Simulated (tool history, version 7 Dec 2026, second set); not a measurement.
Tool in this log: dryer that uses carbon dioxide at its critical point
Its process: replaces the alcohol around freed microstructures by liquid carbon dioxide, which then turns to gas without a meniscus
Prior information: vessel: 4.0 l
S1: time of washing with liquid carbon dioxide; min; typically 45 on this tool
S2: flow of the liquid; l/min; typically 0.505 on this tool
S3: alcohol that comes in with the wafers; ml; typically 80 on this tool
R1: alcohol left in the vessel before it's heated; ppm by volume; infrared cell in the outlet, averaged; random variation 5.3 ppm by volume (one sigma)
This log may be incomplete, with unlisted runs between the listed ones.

run 1 hour=0.0 | S1=45 S2=0.505 S3=80 | R1=153
run 2 hour=5.8 | S1=45 S2=0.505 S3=26 | R1=81
run 3 hour=11.3 | S1=45 S2=0.505 S3=26 | R1=78
run 4 hour=20.2 | S1=45 S2=0.505 S3=26 | R1=80
run 5 hour=25.0 | S1=45 S2=0.505 S3=26 | R1=78
run 6 hour=30.8 | S1=45 S2=0.505 S3=26 | R1=79
run 7 hour=40.4 | S1=45 S2=0.505 S3=80 | R1=168
run 8 hour=47.6 | S1=45 S2=0.505 S3=99 | R1=194
run 9 hour=53.4 | S1=45 S2=0.505 S3=99 | R1=198
run 10 hour=60.7 | S1=45 S2=0.505 S3=93 | R1=201
run 11 hour=64.9 | S1=45 S2=0.505 S3=93 | R1=187
run 12 hour=71.8 | S1=45 S2=0.505 S3=93 | R1=201
run 13 hour=76.3 | S1=45 S2=0.505 S3=80 | R1=186
run 14 hour=80.7 | S1=70 S2=0.505 S3=80 | R1=65
run 15 hour=89.4 | S1=70 S2=0.505 S3=80 | R1=64
run 16 hour=94.4 | S1=45 S2=0.744 S3=80 | R1=67
run 17 hour=99.8 | S1=45 S2=0.744 S3=80 | R1=63
run 18 hour=105.5 | S1=45 S2=0.744 S3=80 | R1=71
run 19 hour=114.5 | S1=45 S2=0.505 S3=80 | R1=201
run 20 hour=121.8 | S1=45 S2=0.505 S3=80 | R1=202
run 21 hour=131.5 | S1=45 S2=0.505 S3=80 | R1=207
run 22 hour=139.7 | S1=45 S2=0.505 S3=80 | R1=209
run 23 hour=146.3 | S1=45 S2=0.505 S3=80 | R1=213
run 24 hour=151.1 | S1=45 S2=0.842 S3=69 | R1=69
run 25 hour=160.0 | S1=59 S2=0.541 S3=40 | R1=84
run 26 hour=164.4 | S1=33 S2=0.305 S3=40 | R1=1275
run 27 hour=170.0 | S1=33 S2=0.622 S3=25 | R1=142
run 28 hour=176.4 | S1=33 S2=0.622 S3=25 | R1=149
run 29 hour=182.1 | S1=71 S2=0.365 S3=25 | R1=93
run 30 hour=190.0 | S1=71 S2=0.545 S3=114 | R1=86
run 31 hour=196.9 | S1=31 S2=0.538 S3=34 | R1=302
run 32 hour=201.9 | S1=41 S2=0.536 S3=107 | R1=332
run 33 hour=208.1 | S1=64 S2=0.658 S3=51 | R1=83
run 34 hour=213.8 | S1=64 S2=0.658 S3=51 | R1=77
run 35 hour=219.0 | S1=64 S2=0.658 S3=51 | R1=83
run 36 hour=227.0 | S1=64 S2=0.658 S3=51 | R1=90
run 37 hour=234.1 | S1=64 S2=0.658 S3=51 | R1=96
run 38 hour=241.4 | S1=64 S2=0.658 S3=66 | R1=82
run 39 hour=250.5 | S1=49 S2=0.730 S3=91 | R1=100
run 40 hour=259.2 | S1=45 S2=0.498 S3=80 | R1=271
run 41 hour=263.7 | S1=45 S2=0.336 S3=80 | R1=987
run 42 hour=270.4 | S1=52 S2=0.604 S3=97 | R1=126
run 43 hour=280.0 | S1=32 S2=0.390 S3=23 | R1=527
run 44 hour=285.1 | S1=59 S2=0.686 S3=47 | R1=95
run 45 hour=290.6 | S1=45 S2=0.505 S3=74 | R1=251
run 46 hour=298.4 | S1=31 S2=0.505 S3=32 | R1=409

Per-run results on a tool with no hidden state, each run keeping its own random variation:
The tool's hidden condition here consists of: flow that reaches the vessel past the clogged filter, %; alcohol in the recycled carbon dioxide, ppm; drift of the gauge itself on alcohol_ppm, %.
run=1 R1=112
run=2 R1=44
run=3 R1=40
run=4 R1=39
run=5 R1=36
run=6 R1=36
run=7 R1=110
run=8 R1=131
run=9 R1=132
run=10 R1=133
run=11 R1=118
run=12 R1=127
run=13 R1=114
run=14 R1=13
run=15 R1=10
run=16 R1=12
run=17 R1=6
run=18 R1=14
run=19 R1=112
run=20 R1=111
run=21 R1=113
run=22 R1=114
run=23 R1=114
run=24 R1=4
run=25 R1=13
run=26 R1=1053
run=27 R1=54
run=28 R1=61
run=29 R1=14
run=30 R1=9
run=31 R1=175
run=32 R1=182
run=33 R1=8
run=34 R1=0
run=35 R1=6
run=36 R1=9
run=37 R1=12
run=38 R1=0
run=39 R1=10
run=40 R1=119
run=41 R1=667
run=42 R1=23
run=43 R1=336
run=44 R1=1
run=45 R1=94
run=46 R1=224
